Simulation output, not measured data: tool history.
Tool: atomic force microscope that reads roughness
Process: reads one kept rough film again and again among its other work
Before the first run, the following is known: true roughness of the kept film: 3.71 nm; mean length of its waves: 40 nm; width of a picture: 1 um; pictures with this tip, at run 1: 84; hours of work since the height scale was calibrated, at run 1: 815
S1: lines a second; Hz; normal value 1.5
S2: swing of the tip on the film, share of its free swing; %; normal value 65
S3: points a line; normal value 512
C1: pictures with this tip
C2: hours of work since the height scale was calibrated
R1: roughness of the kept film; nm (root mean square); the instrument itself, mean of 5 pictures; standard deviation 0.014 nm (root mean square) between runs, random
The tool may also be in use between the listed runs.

run	day	S1	S2	S3	C1	C2	R1
1	0	1.5	65	512	84	815	3.276
2	2.775	1.5	65	512	158	859	3.141
# day 2.979: new tip fitted
3	4.275	1.5	65	512	35	882	3.378
4	5.458	1.5	65	512	67	900	3.28
5	7.183	1.5	65	512	114	927	3.195
# day 9.017: new tip fitted
6	9.517	1.5	84	512	13	963	3.226
7	10.717	1.5	65	512	46	981	3.337
8	13.479	1.5	64	512	120	1024	3.205
9	14.8	1.5	66	512	156	1045	3.149
# day 15.138: new tip fitted
10	17.142	0.59	89	285	54	1081	3.266
11	19.754	0.56	71	638	125	1121	3.259
# day 21.192: new tip fitted
12	21.754	0.56	68	763	15	1152	3.487
13	24.246	0.56	68	763	82	1191	3.338
14	26.383	0.92	56	693	140	1224	3.236
# day 27.304: new tip fitted
15	29.142	0.92	56	693	50	1267	3.42

3 ways to go on from here, each from the tool as it stands after run 15. What would each give?
A	31.7	0.92	56	592	119	1306	?
B	31.7	2.3	55	376	119	1306	?
C	31.7	0.81	63	542	119	1306	?

run	R1
A	3.249
B	3.193
C	3.261
Without the tool's hidden state the same runs would have given:
run	R1
A	3.475
B	3.416
C	3.489
